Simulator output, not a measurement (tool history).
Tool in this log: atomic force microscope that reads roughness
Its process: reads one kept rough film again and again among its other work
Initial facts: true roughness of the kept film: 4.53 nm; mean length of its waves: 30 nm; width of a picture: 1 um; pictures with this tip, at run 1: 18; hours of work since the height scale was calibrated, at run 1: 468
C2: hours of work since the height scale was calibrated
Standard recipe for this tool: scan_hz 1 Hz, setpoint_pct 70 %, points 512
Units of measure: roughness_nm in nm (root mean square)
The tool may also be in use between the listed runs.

run 1 hour=0 | scan_hz=1 setpoint_pct=70 points=512 | pictures_with_this_tip=18 C2=468 | roughness_nm=3.815
run 2 hour=22 | scan_hz=1 setpoint_pct=70 points=512 | pictures_with_this_tip=64 C2=484 | roughness_nm=3.63
run 3 hour=34.7 | scan_hz=1 setpoint_pct=70 points=512 | pictures_with_this_tip=90 C2=493 | roughness_nm=3.512
run 4 hour=50.5 | scan_hz=1 setpoint_pct=70 points=512 | pictures_with_this_tip=123 C2=504 | roughness_nm=3.443
run 5 hour=67.6 | scan_hz=1 setpoint_pct=70 points=512 | pictures_with_this_tip=159 C2=516 | roughness_nm=3.275
-- hour=74.1 new tip fitted
run 6 hour=91.1 | scan_hz=1 setpoint_pct=70 points=512 | pictures_with_this_tip=35 C2=532 | roughness_nm=3.757
run 7 hour=105.3 | scan_hz=1 setpoint_pct=70 points=512 | pictures_with_this_tip=65 C2=543 | roughness_nm=3.626
-- hour=108.4 height scale calibrated on a step standard
run 8 hour=125.3 | scan_hz=1 setpoint_pct=70 points=512 | pictures_with_this_tip=104 C2=12 | roughness_nm=3.465
run 9 hour=147.5 | scan_hz=1 setpoint_pct=70 points=512 | pictures_with_this_tip=150 C2=28 | roughness_nm=3.326
-- hour=158.1 new tip fitted
run 10 hour=169.6 | scan_hz=0.9 setpoint_pct=70 points=512 | pictures_with_this_tip=24 C2=43 | roughness_nm=3.82
run 11 hour=193.4 | scan_hz=0.9 setpoint_pct=70 points=512 | pictures_with_this_tip=73 C2=60 | roughness_nm=3.583
-- hour=196.2 height scale calibrated on a step standard, once more
run 12 hour=216 | scan_hz=0.9 setpoint_pct=64 points=512 | pictures_with_this_tip=118 C2=14 | roughness_nm=3.522
-- hour=240.9 new tip fitted
run 13 hour=241.2 | scan_hz=0.9 setpoint_pct=64 points=512 | pictures_with_this_tip=0 C2=32 | roughness_nm=3.976
run 14 hour=254.4 | scan_hz=0.53 setpoint_pct=77 points=433 | pictures_with_this_tip=28 C2=41 | roughness_nm=3.848
run 15 hour=278.1 | scan_hz=0.53 setpoint_pct=77 points=433 | pictures_with_this_tip=77 C2=58 | roughness_nm=3.656
run 16 hour=298 | scan_hz=0.52 setpoint_pct=76 points=512 | pictures_with_this_tip=118 C2=72 | roughness_nm=3.563
run 17 hour=312.7 | scan_hz=1 setpoint_pct=88 points=413 | pictures_with_this_tip=149 C2=82 | roughness_nm=3.185
-- hour=323.3 new tip fitted
run 18 hour=325.9 | scan_hz=1 setpoint_pct=88 points=413 | pictures_with_this_tip=5 C2=91 | roughness_nm=3.642
run 19 hour=342.7 | scan_hz=1 setpoint_pct=88 points=413 | pictures_with_this_tip=40 C2=103 | roughness_nm=3.513
run 20 hour=353.1 | scan_hz=0.58 setpoint_pct=56 points=537 | pictures_with_this_tip=61 C2=111 | roughness_nm=3.781
run 21 hour=365.5 | scan_hz=0.58 setpoint_pct=78 points=537 | pictures_with_this_tip=87 C2=120 | roughness_nm=3.544

What if the next run were any one of these 4? Each begins from the tool's condition after run 21:
run A hour=375.7 | scan_hz=1 setpoint_pct=90 points=688 | pictures_with_this_tip=108 C2=127 | roughness_nm=?
run B hour=375.7 | scan_hz=0.64 setpoint_pct=64 points=908 | pictures_with_this_tip=108 C2=127 | roughness_nm=?
run C hour=375.7 | scan_hz=1 setpoint_pct=70 points=533 | pictures_with_this_tip=108 C2=127 | roughness_nm=?
run D hour=375.7 | scan_hz=1.49 setpoint_pct=65 points=275 | pictures_with_this_tip=108 C2=127 | roughness_nm=?

run=A roughness_nm=3.266
run=B roughness_nm=3.553
run=C roughness_nm=3.493
run=D roughness_nm=3.423
The same runs, with their run-to-run variation unchanged, on a tool lacking any hidden condition would have given:
run=A roughness_nm=3.708
run=B roughness_nm=4.034
run=C roughness_nm=3.965
run=D roughness_nm=3.887

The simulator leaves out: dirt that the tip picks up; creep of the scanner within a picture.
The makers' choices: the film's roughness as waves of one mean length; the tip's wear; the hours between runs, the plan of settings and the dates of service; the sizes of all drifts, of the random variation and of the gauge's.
